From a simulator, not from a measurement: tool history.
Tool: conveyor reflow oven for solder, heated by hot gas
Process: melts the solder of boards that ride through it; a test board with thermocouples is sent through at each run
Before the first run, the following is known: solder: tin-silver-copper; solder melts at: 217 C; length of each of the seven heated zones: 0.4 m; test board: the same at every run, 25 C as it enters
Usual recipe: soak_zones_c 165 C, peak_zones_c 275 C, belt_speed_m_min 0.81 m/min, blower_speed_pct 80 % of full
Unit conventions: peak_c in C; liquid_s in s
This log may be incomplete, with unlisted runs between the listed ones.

{"run": 1, "hour": 0.0, "soak_zones_c": 165, "peak_zones_c": 275, "belt_speed_m_min": 0.81, "blower_speed_pct": 80, "peak_c": 257.5, "liquid_s": 45.5}
{"run": 2, "hour": 23.4, "soak_zones_c": 165, "peak_zones_c": 275, "belt_speed_m_min": 0.81, "blower_speed_pct": 60, "peak_c": 250.7, "liquid_s": 41.2}
{"run": 3, "hour": 54.5, "soak_zones_c": 165, "peak_zones_c": 275, "belt_speed_m_min": 0.863, "blower_speed_pct": 60, "peak_c": 248, "liquid_s": 36.4}
{"run": 4, "hour": 79.8, "soak_zones_c": 165, "peak_zones_c": 275, "belt_speed_m_min": 0.709, "blower_speed_pct": 80, "peak_c": 261.7, "liquid_s": 55.4}
{"run": 5, "hour": 99.1, "soak_zones_c": 165, "peak_zones_c": 275, "belt_speed_m_min": 0.709, "blower_speed_pct": 80, "peak_c": 261.1, "liquid_s": 55.2}
{"run": 6, "hour": 116.8, "soak_zones_c": 165, "peak_zones_c": 275, "belt_speed_m_min": 0.709, "blower_speed_pct": 80, "peak_c": 261, "liquid_s": 54.7}
{"run": 7, "hour": 137.4, "soak_zones_c": 165, "peak_zones_c": 275, "belt_speed_m_min": 0.709, "blower_speed_pct": 80, "peak_c": 261.1, "liquid_s": 55}
{"run": 8, "hour": 167.6, "soak_zones_c": 165, "peak_zones_c": 275, "belt_speed_m_min": 0.709, "blower_speed_pct": 80, "peak_c": 261.1, "liquid_s": 55}
{"run": 9, "hour": 189.5, "soak_zones_c": 165, "peak_zones_c": 275, "belt_speed_m_min": 0.709, "blower_speed_pct": 80, "peak_c": 260.2, "liquid_s": 54.6}
{"run": 10, "hour": 222.7, "soak_zones_c": 165, "peak_zones_c": 275, "belt_speed_m_min": 0.709, "blower_speed_pct": 80, "peak_c": 261, "liquid_s": 54.4}
{"run": 11, "hour": 262.5, "soak_zones_c": 165, "peak_zones_c": 275, "belt_speed_m_min": 0.709, "blower_speed_pct": 80, "peak_c": 260.2, "liquid_s": 53.9}
{"run": 12, "hour": 280.1, "soak_zones_c": 172, "peak_zones_c": 275, "belt_speed_m_min": 0.709, "blower_speed_pct": 80, "peak_c": 261.3, "liquid_s": 56.9}
{"run": 13, "hour": 317.2, "soak_zones_c": 172, "peak_zones_c": 275, "belt_speed_m_min": 0.709, "blower_speed_pct": 80, "peak_c": 261.6, "liquid_s": 57.2}
{"run": 14, "hour": 346.7, "soak_zones_c": 172, "peak_zones_c": 275, "belt_speed_m_min": 0.709, "blower_speed_pct": 80, "peak_c": 261.8, "liquid_s": 56.8}
{"run": 15, "hour": 366.1, "soak_zones_c": 172, "peak_zones_c": 275, "belt_speed_m_min": 0.709, "blower_speed_pct": 80, "peak_c": 260.8, "liquid_s": 55.9}
{"run": 16, "hour": 402.3, "soak_zones_c": 172, "peak_zones_c": 275, "belt_speed_m_min": 0.709, "blower_speed_pct": 80, "peak_c": 260.3, "liquid_s": 56.5}
{"run": 17, "hour": 426.4, "soak_zones_c": 165, "peak_zones_c": 267, "belt_speed_m_min": 0.654, "blower_speed_pct": 75, "peak_c": 253.9, "liquid_s": 56}
{"run": 18, "hour": 448.4, "soak_zones_c": 165, "peak_zones_c": 267, "belt_speed_m_min": 0.654, "blower_speed_pct": 75, "peak_c": 254.4, "liquid_s": 55.1}
{"hour": 481.3, "done": "flux residue cleaned out of gas plates and filters"}
{"run": 19, "hour": 484.1, "soak_zones_c": 165, "peak_zones_c": 283, "belt_speed_m_min": 0.746, "blower_speed_pct": 80, "peak_c": 268.9, "liquid_s": 56.3}
{"run": 20, "hour": 506.9, "soak_zones_c": 165, "peak_zones_c": 283, "belt_speed_m_min": 0.746, "blower_speed_pct": 80, "peak_c": 268.7, "liquid_s": 56.6}
{"run": 21, "hour": 543.5, "soak_zones_c": 165, "peak_zones_c": 275, "belt_speed_m_min": 0.81, "blower_speed_pct": 80, "peak_c": 258.8, "liquid_s": 47.5}
{"run": 22, "hour": 568.4, "soak_zones_c": 165, "peak_zones_c": 275, "belt_speed_m_min": 0.81, "blower_speed_pct": 80, "peak_c": 258.3, "liquid_s": 47.2}
{"run": 23, "hour": 594.7, "soak_zones_c": 165, "peak_zones_c": 289, "belt_speed_m_min": 0.938, "blower_speed_pct": 80, "peak_c": 264.2, "liquid_s": 42.1}
{"run": 24, "hour": 632.6, "soak_zones_c": 165, "peak_zones_c": 289, "belt_speed_m_min": 0.938, "blower_speed_pct": 80, "peak_c": 264.1, "liquid_s": 42.5}
{"run": 25, "hour": 671.3, "soak_zones_c": 160, "peak_zones_c": 283, "belt_speed_m_min": 0.81, "blower_speed_pct": 80, "peak_c": 263.5, "liquid_s": 47.9}
{"run": 26, "hour": 697.8, "soak_zones_c": 160, "peak_zones_c": 283, "belt_speed_m_min": 0.767, "blower_speed_pct": 61, "peak_c": 260.2, "liquid_s": 48.8}
{"hour": 718.9, "done": "thermocouples of zones 6 and 7 changed"}
{"run": 27, "hour": 738.9, "soak_zones_c": 151, "peak_zones_c": 275, "belt_speed_m_min": 0.81, "blower_speed_pct": 55, "peak_c": 246.3, "liquid_s": 35.1}
{"run": 28, "hour": 761.9, "soak_zones_c": 151, "peak_zones_c": 275, "belt_speed_m_min": 0.81, "blower_speed_pct": 55, "peak_c": 245.7, "liquid_s": 34.4}
{"run": 29, "hour": 781.3, "soak_zones_c": 151, "peak_zones_c": 275, "belt_speed_m_min": 0.81, "blower_speed_pct": 55, "peak_c": 246.3, "liquid_s": 35.1}
{"run": 30, "hour": 807.9, "soak_zones_c": 160, "peak_zones_c": 264, "belt_speed_m_min": 0.721, "blower_speed_pct": 56, "peak_c": 244, "liquid_s": 40.9}

3 ways to go on from here, each from the tool as it stands after run 30. What would each give?
{"run": "A", "hour": 830.8, "soak_zones_c": 160, "peak_zones_c": 274, "belt_speed_m_min": 0.721, "blower_speed_pct": 51, "peak_c": "?", "liquid_s": "?"}
{"run": "B", "hour": 830.8, "soak_zones_c": 171, "peak_zones_c": 275, "belt_speed_m_min": 0.81, "blower_speed_pct": 80, "peak_c": "?", "liquid_s": "?"}
{"run": "C", "hour": 830.8, "soak_zones_c": 174, "peak_zones_c": 264, "belt_speed_m_min": 0.699, "blower_speed_pct": 56, "peak_c": "?", "liquid_s": "?"}

run=A peak_c=250.5 liquid_s=45.1
run=B peak_c=256.6 liquid_s=47.7
run=C peak_c=247.5 liquid_s=49.6
With the hidden condition removed and each run's random variation left untouched, the same runs would have given:
run=A peak_c=250.6 liquid_s=43.5
run=B peak_c=257.4 liquid_s=46.5
run=C peak_c=247.6 liquid_s=48
